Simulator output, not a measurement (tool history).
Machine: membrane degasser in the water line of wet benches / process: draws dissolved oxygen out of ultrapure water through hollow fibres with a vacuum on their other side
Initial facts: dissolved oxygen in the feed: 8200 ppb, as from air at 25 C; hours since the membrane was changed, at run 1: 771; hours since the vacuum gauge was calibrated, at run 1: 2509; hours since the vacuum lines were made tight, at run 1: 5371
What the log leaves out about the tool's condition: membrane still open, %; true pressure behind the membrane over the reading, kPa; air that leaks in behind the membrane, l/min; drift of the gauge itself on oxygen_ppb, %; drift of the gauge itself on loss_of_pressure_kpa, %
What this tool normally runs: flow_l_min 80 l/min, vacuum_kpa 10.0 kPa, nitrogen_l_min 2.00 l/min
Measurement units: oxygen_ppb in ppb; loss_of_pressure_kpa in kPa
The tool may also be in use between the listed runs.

run,day,flow_l_min,vacuum_kpa,nitrogen_l_min,hours since the membrane was changed,hours since the vacuum gauge was calibrated,hours since the vacuum lines were made tight,oxygen_ppb,loss_of_pressure_kpa
1,0.000,80,10.0,2.00,771,2509,5371,694.1,69.48
2,2.471,80,18.9,2.00,830,2568,5430,1282.2,69.60
3,5.067,80,10.0,2.00,892,2630,5492,695.5,69.75
4,7.104,80,10.0,2.00,941,2679,5541,708.0,70.50
5,8.954,80,10.0,2.00,986,2724,5585,684.0,70.10
6,12.304,80,19.7,2.00,1066,2804,5666,1335.8,70.14
7,15.212,80,19.7,2.00,1136,2874,5736,1327.3,70.18
8,18.042,80,19.7,2.00,1204,2942,5804,1311.4,70.22
9,21.483,80,19.7,2.00,1286,3024,5886,1331.4,70.79
10,24.200,80,19.7,2.00,1351,3089,5951,1344.7,70.41
11,26.662,80,19.7,2.00,1411,3149,6010,1323.7,71.28
12,28.275,80,12.8,2.00,1449,3187,6049,894.2,71.30
13,31.154,80,12.8,2.00,1518,3256,6118,895.0,71.12
14,33.867,80,10.0,2.00,1583,3321,6183,701.7,71.07
15,35.675,80,10.0,2.00,1627,3365,6227,704.6,71.33
16,38.979,125,10.0,2.00,1706,3444,6306,1188.9,111.70
# day 41.688: gauge calibrated
17,41.742,102,12.8,2.00,1772,3510,6372,1170.0,88.97
18,44.354,102,12.8,2.00,1835,3573,6435,1156.4,89.31
19,46.742,80,10.0,4.17,1893,3631,6492,480.2,70.19
20,50.171,122,6.7,1.55,1975,3713,6575,903.3,107.37
21,52.375,80,11.3,2.00,2028,3766,6628,789.6,69.97
22,54.346,80,24.2,2.00,2075,3813,6675,1609.6,70.16
# day 55.975: seals of the vacuum lines changed
23,57.171,80,24.2,2.00,2141,3879,29,1616.2,70.46
24,60.200,104,10.8,2.00,2214,3952,101,1018.7,91.58
25,62.488,79,10.8,5.35,2268,4006,156,435.7,69.76
26,65.504,104,20.6,2.71,2341,4079,229,1471.4,91.41
27,67.150,93,22.2,4.46,2380,4118,268,1062.3,81.82
28,70.438,93,7.6,4.46,2459,4197,347,490.6,82.25
29,73.179,93,7.6,2.59,2525,4263,413,592.7,82.60
# day 75.933: gauge calibrated
30,76.017,114,11.2,1.13,2593,4331,481,1470.1,99.33
31,78.038,80,14.8,1.56,2642,4380,529,1165.9,70.06

Estimate the outcome of run 32 from the log above:
32,81.225,58,17.1,2.00,2718,4456,606,?,?

oxygen_ppb: 861.5 ppb
loss_of_pressure_kpa: 50.36 kPa
If the tool had no hidden condition, the same run with the same run-to-run variation would have returned oxygen_ppb 861.3 ppb, loss_of_pressure_kpa 50.19 kPa.
